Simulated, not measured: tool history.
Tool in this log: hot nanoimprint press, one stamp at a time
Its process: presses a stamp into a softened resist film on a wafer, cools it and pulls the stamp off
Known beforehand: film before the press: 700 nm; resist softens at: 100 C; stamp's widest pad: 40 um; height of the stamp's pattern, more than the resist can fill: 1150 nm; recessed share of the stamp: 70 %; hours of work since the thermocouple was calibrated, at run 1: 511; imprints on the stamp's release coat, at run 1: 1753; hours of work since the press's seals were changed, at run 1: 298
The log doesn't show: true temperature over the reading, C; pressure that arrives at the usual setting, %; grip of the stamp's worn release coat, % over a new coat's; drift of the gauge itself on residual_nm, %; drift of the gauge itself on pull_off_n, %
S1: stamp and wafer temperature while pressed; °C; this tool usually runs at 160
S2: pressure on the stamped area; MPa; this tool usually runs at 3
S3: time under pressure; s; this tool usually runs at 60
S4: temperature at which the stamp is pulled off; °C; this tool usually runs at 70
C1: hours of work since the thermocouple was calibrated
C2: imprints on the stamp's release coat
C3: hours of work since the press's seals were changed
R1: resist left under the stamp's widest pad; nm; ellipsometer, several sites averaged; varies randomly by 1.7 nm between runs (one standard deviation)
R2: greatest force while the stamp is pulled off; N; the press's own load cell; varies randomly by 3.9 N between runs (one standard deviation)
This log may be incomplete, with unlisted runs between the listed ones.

Run 1, day 0: usual settings; C1 511; C2 1753; C3 298. Result: R1 274.9 nm, R2 190 N.
At day 0.3: stamp cleaned and given a new release coat.
Run 2, day 0.588: usual settings; C1 517; C2 37; C3 304. Result: R1 272.6 nm, R2 182 N.
Run 3, day 0.875: usual settings; C1 521; C2 73; C3 308. Result: R1 271.3 nm, R2 192 N.
Run 4, day 1.171: usual settings but S2 4.1 MPa; C1 526; C2 111; C3 313. Result: R1 229 nm, R2 196 N.
Run 5, day 1.462: usual settings but S2 4.1 MPa; C1 531; C2 148; C3 318. Result: R1 230.7 nm, R2 187 N.
Run 6, day 1.9: usual settings but S1 157 °C; C1 538; C2 204; C3 325. Result: R1 315.2 nm, R2 186 N.
At day 2.121: plate thermocouple calibrated.
Run 7, day 2.458: usual settings but S1 157 °C; C1 5; C2 259; C3 332. Result: R1 318.6 nm, R2 191 N.
Run 8, day 3.029: usual settings but S1 157 °C; C1 15; C2 332; C3 341. Result: R1 319.8 nm, R2 187 N.
Run 9, day 3.304: usual settings but S1 157 °C; C1 19; C2 367; C3 346. Result: R1 313.5 nm, R2 197 N.
Run 10, day 3.762: usual settings; C1 26; C2 425; C3 353. Result: R1 275.8 nm, R2 191 N.
Run 11, day 4.092: usual settings but S4 59 °C; C1 32; C2 467; C3 358. Result: R1 275.4 nm, R2 223 N.
Run 12, day 4.504: usual settings; C1 38; C2 519; C3 365. Result: R1 276.2 nm, R2 196 N.
Run 13, day 5.067: usual settings; C1 47; C2 591; C3 374. Result: R1 274.1 nm, R2 189 N.
Run 14, day 5.558: usual settings; C1 55; C2 653; C3 382. Result: R1 274.8 nm, R2 187 N.
Run 15, day 5.929: usual settings; C1 61; C2 701; C3 388. Result: R1 276 nm, R2 193 N.
Run 16, day 6.554: usual settings; C1 71; C2 780; C3 398. Result: R1 272.4 nm, R2 189 N.
Run 17, day 6.862: usual settings; C1 76; C2 819; C3 403. Result: R1 274.5 nm, R2 192 N.
Run 18, day 7.296: usual settings but S2 2.09 MPa; C1 83; C2 875; C3 410. Result: R1 332.4 nm, R2 192 N.
Run 19, day 7.717: usual settings but S2 2.09 MPa; C1 90; C2 928; C3 417. Result: R1 333.5 nm, R2 192 N.
Run 20, day 7.996: usual settings but S2 3.9 MPa; C1 95; C2 964; C3 421. Result: R1 237.5 nm, R2 191 N.
Run 21, day 8.596: usual settings but S1 168 °C, S2 3.9 MPa, S4 55 °C; C1 104; C2 1040; C3 431. Result: R1 161.8 nm, R2 233 N.
Run 22, day 8.954: usual settings but S1 168 °C, S2 3.9 MPa, S4 55 °C; C1 110; C2 1086; C3 437. Result: R1 161.8 nm, R2 239 N.
Run 23, day 9.421: usual settings but S1 165 °C, S2 3.49 MPa, S3 34 s, S4 71 °C; C1 118; C2 1145; C3 444. Result: R1 247.6 nm, R2 190 N.
Run 24, day 9.742: usual settings but S1 155 °C, S2 2.01 MPa, S3 33 s, S4 76 °C; C1 123; C2 1186; C3 449. Result: R1 490.2 nm, R2 170 N.
Run 25, day 10.362: usual settings but S1 155 °C, S2 2.01 MPa, S3 35 s, S4 65 °C; C1 133; C2 1265; C3 459. Result: R1 481.5 nm, R2 203 N.
Run 26, day 10.842: usual settings but S1 155 °C, S2 2.01 MPa, S3 35 s, S4 65 °C; C1 140; C2 1326; C3 467. Result: R1 489.6 nm, R2 209 N.
Run 27, day 11.112: usual settings but S1 155 °C, S2 2.01 MPa, S3 35 s, S4 65 °C; C1 145; C2 1360; C3 471. Result: R1 484 nm, R2 204 N.
Run 28, day 11.517: usual settings but S1 152 °C, S4 64 °C; C1 151; C2 1412; C3 478. Result: R1 399.4 nm, R2 206 N.
Run 29, day 12.054: usual settings but S1 152 °C, S4 64 °C; C1 160; C2 1481; C3 487. Result: R1 398.6 nm, R2 201 N.

Here are 3 independent what-if runs from the current tool condition. What would each one return?
Run A, day 12.342: usual settings but S1 166 °C, S2 2.18 MPa, S3 83 s; C1 165; C2 1517; C3 491. Result: R1 ?, R2 ?.
Run B, day 12.342: usual settings but S1 148 °C, S2 2.78 MPa, S3 78 s, S4 64 °C; C1 165; C2 1517; C3 491. Result: R1 ?, R2 ?.
Run C, day 12.342: usual settings but S1 156 °C, S3 75 s; C1 165; C2 1517; C3 491. Result: R1 ?, R2 ?.

run     R1   R2
  A    220  197
  B  456.2  207
  C  308.3  191
Without the tool's unlogged condition, the same runs would have read:
run     R1   R2
  A  220.1  196
  B  456.3  205
  C  308.4  189

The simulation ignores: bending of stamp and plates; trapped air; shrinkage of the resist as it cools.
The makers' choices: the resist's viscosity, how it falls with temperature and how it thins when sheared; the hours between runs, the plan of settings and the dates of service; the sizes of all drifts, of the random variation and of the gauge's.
